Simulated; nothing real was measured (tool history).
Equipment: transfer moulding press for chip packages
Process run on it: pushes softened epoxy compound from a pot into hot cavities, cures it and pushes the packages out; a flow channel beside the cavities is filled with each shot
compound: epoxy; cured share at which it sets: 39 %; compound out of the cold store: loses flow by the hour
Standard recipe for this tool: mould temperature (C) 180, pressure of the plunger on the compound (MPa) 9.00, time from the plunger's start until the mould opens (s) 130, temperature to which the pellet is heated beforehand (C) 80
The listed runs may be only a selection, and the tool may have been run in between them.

run,hour,mould temperature (C),pressure of the plunger on the compound (MPa),time from the plunger's start until the mould opens (s),temperature to which the pellet is heated beforehand (C),incoming compound's hours out of the cold store,length that the compound runs in the flow channel (mm),greatest force on the pins that push the packages out (N)
1,0.0,180,9.00,130,80,8.6,563,374
# hour 20.7: mould's thermocouples calibrated
2,27.1,180,9.00,130,80,9.8,563,420
# hour 31.5: cavities cleaned with cleaning compound and waxed
3,59.5,180,9.00,130,72,25.0,522,342
4,77.1,180,9.00,130,72,16.4,539,382
# hour 105.5: cavities cleaned with cleaning compound and waxed
5,111.3,180,9.00,130,72,24.6,517,308
6,131.8,180,9.00,156,80,40.9,481,329
7,172.7,180,9.00,156,80,35.3,490,369
# hour 180.2: cavities cleaned with cleaning compound and waxed
8,193.7,180,9.00,156,80,45.0,469,308
# hour 206.2: plunger's sealing rings changed
9,222.5,180,9.00,156,80,32.1,515,345
10,252.2,180,9.00,130,80,26.0,529,393
# hour 258.8: cavities cleaned with cleaning compound and waxed
11,292.3,180,9.00,130,80,8.5,574,374
12,326.1,180,9.00,130,84,15.5,552,389
# hour 333.2: cavities cleaned with cleaning compound and waxed
13,346.0,180,9.00,130,84,9.9,566,313
14,381.0,180,9.00,130,80,22.8,532,379
# hour 407.7: cavities cleaned with cleaning compound and waxed
15,420.3,184,6.81,130,80,24.1,456,303
16,440.5,174,6.81,115,80,12.6,487,576
17,460.5,177,7.96,137,74,31.7,476,388
# hour 484.9: cavities cleaned with cleaning compound and waxed
18,485.9,177,7.96,170,87,15.3,516,259
19,527.9,180,9.00,130,90,17.0,538,351
# hour 561.3: cavities cleaned with cleaning compound and waxed
20,566.1,174,9.00,137,80,37.3,492,325
21,602.0,188,8.25,136,84,19.3,500,319
# hour 621.1: plunger's sealing rings changed
# hour 637.9: cavities cleaned with cleaning compound and waxed
22,637.9,179,10.31,137,79,30.3,558,279
23,657.4,178,10.66,137,78,43.3,532,349
24,681.4,180,9.00,119,80,16.9,551,405
25,707.9,180,9.00,119,80,27.2,524,423
# hour 713.7: cavities cleaned with cleaning compound and waxed
26,730.3,180,9.00,119,80,32.9,508,335
27,749.1,180,9.00,119,80,44.4,482,390

5 ways to go on from here, each from the tool as it stands after run 27. What would each give?
A,783.0,173,9.00,130,80,25.3,?,?
B,783.0,174,9.00,128,80,23.1,?,?
C,783.0,188,9.00,130,74,29.0,?,?
D,783.0,186,9.00,130,78,37.0,?,?
E,783.0,184,9.00,119,84,44.4,?,?

run,length that the compound runs in the flow channel (mm),greatest force on the pins that push the packages out (N)
A,530,497
B,535,490
C,508,381
D,490,364
E,474,383
What these runs would have given with no unlogged condition in the tool:
run,length that the compound runs in the flow channel (mm),greatest force on the pins that push the packages out (N)
A,541,365
B,545,357
C,518,272
D,500,259
E,484,272

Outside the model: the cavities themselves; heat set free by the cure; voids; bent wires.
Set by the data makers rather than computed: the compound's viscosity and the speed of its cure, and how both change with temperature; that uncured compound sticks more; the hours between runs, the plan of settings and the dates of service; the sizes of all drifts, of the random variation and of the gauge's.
